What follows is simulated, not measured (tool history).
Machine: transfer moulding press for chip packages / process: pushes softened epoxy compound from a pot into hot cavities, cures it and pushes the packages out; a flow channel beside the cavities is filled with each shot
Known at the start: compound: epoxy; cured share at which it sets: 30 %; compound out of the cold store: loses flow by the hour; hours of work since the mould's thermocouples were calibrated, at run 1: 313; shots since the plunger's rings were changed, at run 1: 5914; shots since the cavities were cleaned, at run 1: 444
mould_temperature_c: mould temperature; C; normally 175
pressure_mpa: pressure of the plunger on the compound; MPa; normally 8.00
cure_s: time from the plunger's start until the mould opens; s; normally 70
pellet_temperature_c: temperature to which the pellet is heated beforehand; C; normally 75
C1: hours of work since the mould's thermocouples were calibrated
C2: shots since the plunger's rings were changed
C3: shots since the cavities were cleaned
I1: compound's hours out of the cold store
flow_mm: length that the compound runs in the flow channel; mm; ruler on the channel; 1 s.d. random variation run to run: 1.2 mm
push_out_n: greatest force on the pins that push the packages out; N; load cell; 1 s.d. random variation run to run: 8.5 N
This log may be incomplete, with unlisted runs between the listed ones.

run 1 hour=0.0 | mould_temperature_c=175 pressure_mpa=8.00 cure_s=70 pellet_temperature_c=75 | C1=313 C2=5914 C3=444 | I1=34.5 | flow_mm=471 push_out_n=577
-- hour=38.2 cavities cleaned with cleaning compound and waxed
-- hour=45.0 mould's thermocouples calibrated
-- hour=77.3 plunger's sealing rings changed
run 2 hour=85.5 | mould_temperature_c=175 pressure_mpa=8.00 cure_s=70 pellet_temperature_c=75 | C1=22 C2=122 C3=634 | I1=30.5 | flow_mm=498 push_out_n=654
-- hour=107.5 cavities cleaned with cleaning compound and waxed
run 3 hour=154.1 | mould_temperature_c=175 pressure_mpa=8.00 cure_s=70 pellet_temperature_c=75 | C1=61 C2=1117 C3=691 | I1=15.6 | flow_mm=531 push_out_n=737
-- hour=173.2 cavities cleaned with cleaning compound and waxed
-- hour=238.8 cavities cleaned with cleaning compound and waxed
run 4 hour=241.1 | mould_temperature_c=175 pressure_mpa=8.00 cure_s=70 pellet_temperature_c=75 | C1=110 C2=2362 C3=33 | I1=29.0 | flow_mm=493 push_out_n=407
-- hour=305.7 cavities cleaned with cleaning compound and waxed
run 5 hour=311.7 | mould_temperature_c=175 pressure_mpa=8.00 cure_s=70 pellet_temperature_c=75 | C1=151 C2=3388 C3=89 | I1=45.6 | flow_mm=454 push_out_n=431
-- hour=370.3 cavities cleaned with cleaning compound and waxed
run 6 hour=385.0 | mould_temperature_c=175 pressure_mpa=8.00 cure_s=70 pellet_temperature_c=75 | C1=192 C2=4452 C3=219 | I1=30.0 | flow_mm=484 push_out_n=504
-- hour=434.7 cavities cleaned with cleaning compound and waxed
run 7 hour=459.0 | mould_temperature_c=175 pressure_mpa=8.00 cure_s=70 pellet_temperature_c=75 | C1=235 C2=5527 C3=360 | I1=27.8 | flow_mm=485 push_out_n=544
-- hour=500.8 cavities cleaned with cleaning compound and waxed
run 8 hour=509.6 | mould_temperature_c=175 pressure_mpa=8.00 cure_s=58 pellet_temperature_c=75 | C1=263 C2=6255 C3=130 | I1=19.3 | flow_mm=502 push_out_n=800
-- hour=560.0 plunger's sealing rings changed
-- hour=571.2 cavities cleaned with cleaning compound and waxed
run 9 hour=573.6 | mould_temperature_c=175 pressure_mpa=8.00 cure_s=70 pellet_temperature_c=75 | C1=298 C2=179 C3=35 | I1=30.4 | flow_mm=497 push_out_n=384
run 10 hour=629.1 | mould_temperature_c=175 pressure_mpa=9.86 cure_s=70 pellet_temperature_c=75 | C1=331 C2=1002 C3=858 | I1=20.8 | flow_mm=572 push_out_n=697
-- hour=636.3 cavities cleaned with cleaning compound and waxed
-- hour=644.0 mould's thermocouples calibrated
-- hour=704.4 cavities cleaned with cleaning compound and waxed
run 11 hour=707.9 | mould_temperature_c=175 pressure_mpa=9.86 cure_s=70 pellet_temperature_c=75 | C1=36 C2=2097 C3=53 | I1=11.9 | flow_mm=592 push_out_n=470
run 12 hour=760.7 | mould_temperature_c=175 pressure_mpa=8.00 cure_s=70 pellet_temperature_c=75 | C1=67 C2=2880 C3=836 | I1=8.0 | flow_mm=542 push_out_n=791
-- hour=767.8 cavities cleaned with cleaning compound and waxed
run 13 hour=799.0 | mould_temperature_c=175 pressure_mpa=8.00 cure_s=70 pellet_temperature_c=75 | C1=89 C2=3425 C3=462 | I1=41.5 | flow_mm=462 push_out_n=611
-- hour=831.2 cavities cleaned with cleaning compound and waxed
run 14 hour=864.5 | mould_temperature_c=175 pressure_mpa=8.00 cure_s=70 pellet_temperature_c=75 | C1=126 C2=4374 C3=493 | I1=26.4 | flow_mm=493 push_out_n=626
-- hour=897.1 cavities cleaned with cleaning compound and waxed
run 15 hour=933.7 | mould_temperature_c=171 pressure_mpa=6.10 cure_s=75 pellet_temperature_c=69 | C1=166 C2=5378 C3=542 | I1=31.1 | flow_mm=426 push_out_n=749
-- hour=962.0 cavities cleaned with cleaning compound and waxed
run 16 hour=986.6 | mould_temperature_c=171 pressure_mpa=6.10 cure_s=56 pellet_temperature_c=66 | C1=196 C2=6141 C3=365 | I1=10.1 | flow_mm=470 push_out_n=1471
-- hour=1025.6 cavities cleaned with cleaning compound and waxed
run 17 hour=1025.6 | mould_temperature_c=170 pressure_mpa=8.00 cure_s=108 pellet_temperature_c=75 | C1=217 C2=6696 C3=0 | I1=37.8 | flow_mm=472 push_out_n=259
-- hour=1047.1 plunger's sealing rings changed
-- hour=1093.2 cavities cleaned with cleaning compound and waxed
run 18 hour=1115.0 | mould_temperature_c=173 pressure_mpa=8.00 cure_s=82 pellet_temperature_c=75 | C1=267 C2=984 C3=324 | I1=39.9 | flow_mm=479 push_out_n=435
-- hour=1157.3 cavities cleaned with cleaning compound and waxed
run 19 hour=1159.1 | mould_temperature_c=178 pressure_mpa=7.93 cure_s=51 pellet_temperature_c=83 | C1=292 C2=1616 C3=27 | I1=45.5 | flow_mm=450 push_out_n=681

Run 20, settings as shown, results not yet in. Your forecast:
run 20 hour=1218.1 | mould_temperature_c=177 pressure_mpa=6.82 cure_s=91 pellet_temperature_c=75 | C1=326 C2=2491 C3=902 | I1=39.5 | flow_mm=? push_out_n=?

{"run 20": {"flow_mm": 430, "push_out_n": 469}}
With no hidden state in the tool, this same run would have given flow_mm 439 mm, push_out_n 247 N.
